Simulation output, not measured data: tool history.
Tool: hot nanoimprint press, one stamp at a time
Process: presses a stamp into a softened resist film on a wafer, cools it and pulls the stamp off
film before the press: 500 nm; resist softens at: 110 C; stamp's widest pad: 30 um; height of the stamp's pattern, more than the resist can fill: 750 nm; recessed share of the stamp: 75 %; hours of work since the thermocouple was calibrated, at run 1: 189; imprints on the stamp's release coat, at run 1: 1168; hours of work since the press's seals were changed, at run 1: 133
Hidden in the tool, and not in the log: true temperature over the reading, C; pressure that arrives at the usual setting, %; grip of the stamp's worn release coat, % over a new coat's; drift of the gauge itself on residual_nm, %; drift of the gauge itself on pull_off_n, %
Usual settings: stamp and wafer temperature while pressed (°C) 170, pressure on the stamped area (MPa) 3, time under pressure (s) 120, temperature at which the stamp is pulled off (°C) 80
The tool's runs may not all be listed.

| run | hour | stamp and wafer temperature while pressed (°C) | pressure on the stamped area (MPa) | time under pressure (s) | temperature at which the stamp is pulled off (°C) | hours of work since the thermocouple was calibrated | imprints on the stamp's release coat | hours of work since the press's seals were changed | resist left under the stamp's widest pad (nm) | greatest force while the stamp is pulled off (N) |
|---|---|---|---|---|---|---|---|---|---|---|
| 1 | 0 | 170 | 3 | 120 | 80 | 189 | 1168 | 133 | 301.6 | 203 |
| 2 | 17.5 | 170 | 3 | 120 | 80 | 200 | 1234 | 143 | 302.7 | 209 |
| 3 | 27.4 | 170 | 3 | 120 | 80 | 206 | 1271 | 149 | 302.2 | 210 |
| 4 | 42.6 | 170 | 3 | 120 | 80 | 215 | 1328 | 158 | 301.6 | 213 |
| 5 | 65.9 | 170 | 3 | 120 | 80 | 230 | 1415 | 173 | 299.6 | 213 |
| 6 | 76.4 | 170 | 3 | 169 | 80 | 236 | 1455 | 179 | 266.1 | 220 |
| 7 | 98.4 | 170 | 3 | 169 | 72 | 249 | 1537 | 192 | 268.1 | 229 |
| 8 | 118.5 | 177 | 3 | 120 | 80 | 262 | 1612 | 205 | 221.8 | 206 |
| 9 | 138.3 | 170 | 3 | 120 | 69 | 274 | 1686 | 217 | 304.6 | 247 |
| 10 | 161.8 | 170 | 3 | 120 | 69 | 288 | 1775 | 231 | 304.8 | 237 |
| 11 | 174.1 | 170 | 3 | 120 | 80 | 295 | 1821 | 238 | 306.4 | 212 |
| 12 | 191.2 | 170 | 3 | 120 | 80 | 306 | 1885 | 249 | 304.4 | 224 |
| 13 | 211.4 | 170 | 3 | 122 | 80 | 318 | 1961 | 261 | 304.3 | 225 |
|  | 218.4 | plate thermocouple calibrated |
|  | 226.7 | stamp cleaned and given a new release coat |
| 14 | 230.1 | 170 | 3 | 120 | 80 | 3 | 13 | 267 | 295.5 | 183 |
| 15 | 243.8 | 170 | 3 | 120 | 80 | 12 | 64 | 275 | 297.3 | 180 |
| 16 | 258.9 | 170 | 3 | 120 | 80 | 21 | 121 | 285 | 298.1 | 183 |
| 17 | 273.5 | 176 | 2.29 | 120 | 80 | 30 | 176 | 293 | 255.7 | 187 |
| 18 | 292 | 179 | 3.51 | 120 | 78 | 41 | 245 | 305 | 188.4 | 185 |
| 19 | 302.2 | 179 | 3.51 | 120 | 78 | 47 | 283 | 311 | 186.5 | 189 |
| 20 | 319.3 | 179 | 3.68 | 120 | 87 | 58 | 347 | 321 | 183.2 | 170 |
| 21 | 333.3 | 168 | 3.68 | 120 | 78 | 66 | 400 | 330 | 308 | 203 |
| 22 | 353.8 | 166 | 2.18 | 120 | 80 | 79 | 477 | 342 | 376.3 | 191 |
| 23 | 375.7 | 166 | 2.52 | 182 | 80 | 92 | 559 | 356 | 330.2 | 190 |
| 24 | 399.5 | 168 | 3 | 93 | 86 | 106 | 648 | 370 | 351.7 | 191 |
| 25 | 417.2 | 181 | 3 | 86 | 86 | 117 | 714 | 381 | 215.6 | 195 |
| 26 | 437 | 170 | 3.84 | 120 | 80 | 129 | 789 | 393 | 277.6 | 194 |

Run 27 comes next. What will it give?
| 27 | 458.3 | 170 | 3.84 | 145 | 78 | 142 | 869 | 406 | ? | ? |

resist left under the stamp's widest pad (nm): 260.2
greatest force while the stamp is pulled off (N): 205
Without the tool's hidden state the same run would have given resist left under the stamp's widest pad (nm) 250.8, greatest force while the stamp is pulled off (N) 186.

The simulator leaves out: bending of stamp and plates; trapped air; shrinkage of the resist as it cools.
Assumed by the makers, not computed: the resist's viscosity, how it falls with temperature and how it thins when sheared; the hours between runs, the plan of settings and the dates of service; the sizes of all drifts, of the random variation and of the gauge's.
